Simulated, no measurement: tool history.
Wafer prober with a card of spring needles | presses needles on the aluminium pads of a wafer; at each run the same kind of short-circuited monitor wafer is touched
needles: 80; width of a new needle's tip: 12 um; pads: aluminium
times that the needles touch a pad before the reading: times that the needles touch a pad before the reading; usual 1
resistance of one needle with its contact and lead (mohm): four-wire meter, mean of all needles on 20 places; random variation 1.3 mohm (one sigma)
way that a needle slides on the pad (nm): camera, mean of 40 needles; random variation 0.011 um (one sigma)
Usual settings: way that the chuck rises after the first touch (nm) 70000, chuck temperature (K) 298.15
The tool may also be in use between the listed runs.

| run | hour | way that the chuck rises after the first touch (nm) | chuck temperature (K) | times that the needles touch a pad before the reading | resistance of one needle with its contact and lead (mohm) | way that a needle slides on the pad (nm) |
|---|---|---|---|---|---|---|
| 1 | 0 | 70000 | 298.15 | 1 | 153 | 14070 |
|  | 0.7 | tips cleaned on abrasive film |
| 2 | 8.5 | 70000 | 306.15 | 1 | 169 | 14060 |
| 3 | 13.9 | 70000 | 306.15 | 1 | 167 | 14050 |
| 4 | 18.2 | 70000 | 306.15 | 1 | 165 | 14050 |
|  | 19.2 | tips cleaned on abrasive film |
| 5 | 22.4 | 64000 | 298.15 | 1 | 129 | 12840 |
|  | 28.7 | tips cleaned on abrasive film, once more |
| 6 | 30.4 | 70000 | 298.15 | 1 | 121 | 14010 |
| 7 | 35 | 70000 | 298.15 | 1 | 133 | 14010 |
| 8 | 39.4 | 70000 | 298.15 | 1 | 143 | 14010 |
|  | 47 | tips cleaned on abrasive film |
| 9 | 48.6 | 70000 | 298.15 | 2 | 119 | 13990 |
| 10 | 58.1 | 70000 | 298.15 | 2 | 130 | 13960 |
| 11 | 62.2 | 63000 | 298.15 | 2 | 141 | 12560 |
|  | 64.1 | height of the first contact set anew |
|  | 66 | tips cleaned on abrasive film |
| 12 | 68.8 | 63000 | 298.15 | 2 | 123 | 12700 |
| 13 | 76.7 | 56000 | 377.15 | 1 | 161 | 11280 |
|  | 84.3 | tips cleaned on abrasive film |
| 14 | 84.3 | 56000 | 377.15 | 2 | 128 | 11250 |
| 15 | 88.5 | 70000 | 319.15 | 1 | 133 | 14090 |
| 16 | 94.3 | 59000 | 344.15 | 1 | 157 | 11860 |
| 17 | 102.1 | 59000 | 344.15 | 1 | 172 | 11870 |
|  | 103 | tips cleaned on abrasive film |
| 18 | 106.8 | 59000 | 346.15 | 1 | 140 | 11850 |
| 19 | 113.8 | 64000 | 340.15 | 1 | 154 | 12860 |

3 ways to go on from here, each from the tool as it stands after run 19. What would each give?
| A | 120.3 | 60000 | 340.15 | 1 | ? | ? |
| B | 120.3 | 55000 | 368.15 | 2 | ? | ? |
| C | 120.3 | 71000 | 363.15 | 1 | ? | ? |

| run | resistance of one needle with its contact and lead (mohm) | way that a needle slides on the pad (nm) |
|---|---|---|
| A | 166 | 12060 |
| B | 156 | 11050 |
| C | 155 | 14270 |
Without the tool's hidden state the same runs would have given:
| run | resistance of one needle with its contact and lead (mohm) | way that a needle slides on the pad (nm) |
|---|---|---|
| A | 118 | 12130 |
| B | 124 | 11120 |
| C | 120 | 14340 |

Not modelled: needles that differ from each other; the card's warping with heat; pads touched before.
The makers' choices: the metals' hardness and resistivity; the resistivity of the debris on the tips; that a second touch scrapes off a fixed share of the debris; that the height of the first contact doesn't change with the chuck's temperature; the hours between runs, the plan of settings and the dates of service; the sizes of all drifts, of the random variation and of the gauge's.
